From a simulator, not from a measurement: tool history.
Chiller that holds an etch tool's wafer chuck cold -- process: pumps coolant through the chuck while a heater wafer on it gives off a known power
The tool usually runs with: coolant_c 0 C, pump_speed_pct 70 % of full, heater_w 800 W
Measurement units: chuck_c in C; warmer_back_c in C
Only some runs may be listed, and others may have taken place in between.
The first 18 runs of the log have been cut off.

| run | hour | coolant_c | pump_speed_pct | heater_w | hours since the coolant was changed and the channels were flushed | hours since the pump was overhauled | hours since the chiller's thermometer was calibrated | chuck_c | warmer_back_c |
|---|---|---|---|---|---|---|---|---|---|
|  | 1287.2 | chiller's thermometer calibrated, once more |
| 19 | 1343.0 | -4 | 69 | 401 | 506 | 3549 | 56 | -0.6 | 2.03 |
| 20 | 1389.0 | -1 | 69 | 401 | 552 | 3595 | 102 | 2.2 | 2.08 |
| 21 | 1491.0 | -1 | 69 | 401 | 654 | 3697 | 204 | 2.5 | 2.05 |
| 22 | 1547.7 | 9 | 66 | 439 | 711 | 3754 | 261 | 12.8 | 2.35 |
| 23 | 1641.8 | 9 | 66 | 439 | 805 | 3848 | 355 | 12.9 | 2.37 |
| 24 | 1737.6 | 9 | 66 | 439 | 900 | 3944 | 450 | 13.1 | 2.31 |
| 25 | 1828.0 | -3 | 98 | 582 | 991 | 4034 | 541 | 1.0 | 2.10 |
| 26 | 1907.8 | -3 | 98 | 582 | 1071 | 4114 | 621 | 1.1 | 2.14 |
| 27 | 2011.0 | 10 | 70 | 800 | 1174 | 4217 | 724 | 17.1 | 4.09 |
| 28 | 2068.9 | 10 | 70 | 800 | 1232 | 4275 | 782 | 17.0 | 4.09 |
| 29 | 2112.6 | -3 | 79 | 830 | 1275 | 4319 | 825 | 3.6 | 3.76 |
| 30 | 2161.0 | 4 | 70 | 800 | 1324 | 4367 | 874 | 11.1 | 4.05 |
| 31 | 2209.6 | -5 | 70 | 886 | 1372 | 4416 | 922 | 2.9 | 4.54 |
| 32 | 2270.3 | -5 | 70 | 886 | 1433 | 4476 | 983 | 3.0 | 4.59 |

Branching from run 32: 3 alternative next runs. What would each branch give?
| A | 2354.9 | 0 | 84 | 928 | 1518 | 4561 | 1068 | ? | ? |
| B | 2354.9 | -5 | 98 | 737 | 1518 | 4561 | 1068 | ? | ? |
| C | 2354.9 | -5 | 70 | 416 | 1518 | 4561 | 1068 | ? | ? |

| run | chuck_c | warmer_back_c |
|---|---|---|
| A | 7.6 | 3.95 |
| B | 0.4 | 2.74 |
| C | -1.5 | 2.15 |
With no hidden state in the tool, these same runs would have given:
| run | chuck_c | warmer_back_c |
|---|---|---|
| A | 6.7 | 3.50 |
| B | -0.2 | 2.43 |
| C | -1.8 | 1.91 |
